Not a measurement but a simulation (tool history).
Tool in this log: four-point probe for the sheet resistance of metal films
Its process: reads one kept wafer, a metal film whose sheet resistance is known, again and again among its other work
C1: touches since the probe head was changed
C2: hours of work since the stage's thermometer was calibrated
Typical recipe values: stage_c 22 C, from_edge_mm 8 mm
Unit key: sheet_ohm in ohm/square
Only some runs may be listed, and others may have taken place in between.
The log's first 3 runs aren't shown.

Run 4, hour 179.6: usual settings; C1 96632; C2 408. Result: sheet_ohm 12.383671 ohm/square.
Run 5, hour 226.9: usual settings; C1 97984; C2 431. Result: sheet_ohm 12.390181 ohm/square.
Run 6, hour 264.3: usual settings; C1 99054; C2 449. Result: sheet_ohm 12.391019 ohm/square.
Run 7, hour 311.1: usual settings; C1 100395; C2 472. Result: sheet_ohm 12.387258 ohm/square.
Run 8, hour 359: usual settings; C1 101765; C2 496. Result: sheet_ohm 12.382832 ohm/square.
Run 9, hour 405.7: usual settings; C1 103103; C2 518. Result: sheet_ohm 12.382084 ohm/square.
Run 10, hour 450.4: usual settings; C1 104381; C2 540. Result: sheet_ohm 12.378642 ohm/square.
Run 11, hour 526.2: usual settings but stage_c 20 C; C1 106549; C2 577. Result: sheet_ohm 12.384448 ohm/square.
Run 12, hour 612.6: usual settings but stage_c 20 C; C1 109024; C2 620. Result: sheet_ohm 12.377704 ohm/square.
Run 13, hour 662: usual settings but stage_c 28 C; C1 110438; C2 644. Result: sheet_ohm 12.366665 ohm/square.
Run 14, hour 727: usual settings but stage_c 28 C; C1 112296; C2 676. Result: sheet_ohm 12.36346 ohm/square.
Run 15, hour 779: usual settings but stage_c 28 C; C1 113787; C2 701. Result: sheet_ohm 12.359756 ohm/square.
Run 16, hour 822.3: usual settings but stage_c 27 C; C1 115025; C2 722. Result: sheet_ohm 12.362485 ohm/square.
Run 17, hour 906.4: usual settings but stage_c 27 C; C1 117432; C2 763. Result: sheet_ohm 12.358131 ohm/square.
Run 18, hour 974.4: usual settings but stage_c 27 C; C1 119377; C2 796. Result: sheet_ohm 12.358406 ohm/square.
Run 19, hour 1013.1: usual settings but stage_c 27 C; C1 120485; C2 815. Result: sheet_ohm 12.354193 ohm/square.
Run 20, hour 1070.2: usual settings but stage_c 27 C; C1 122117; C2 843. Result: sheet_ohm 12.35661 ohm/square.
Run 21, hour 1148.2: usual settings but stage_c 27 C; C1 124351; C2 881. Result: sheet_ohm 12.350012 ohm/square.
Run 22, hour 1229.6: usual settings; C1 126680; C2 921. Result: sheet_ohm 12.361452 ohm/square.

For run 23, what comes out?
Run 23, hour 1267.3: usual settings; C1 127758; C2 940. Result: sheet_ohm ?.

{"run 23": {"sheet_ohm": 12.35928}}
With no hidden state in the tool, this same run would have given sheet_ohm 12.521432 ohm/square.

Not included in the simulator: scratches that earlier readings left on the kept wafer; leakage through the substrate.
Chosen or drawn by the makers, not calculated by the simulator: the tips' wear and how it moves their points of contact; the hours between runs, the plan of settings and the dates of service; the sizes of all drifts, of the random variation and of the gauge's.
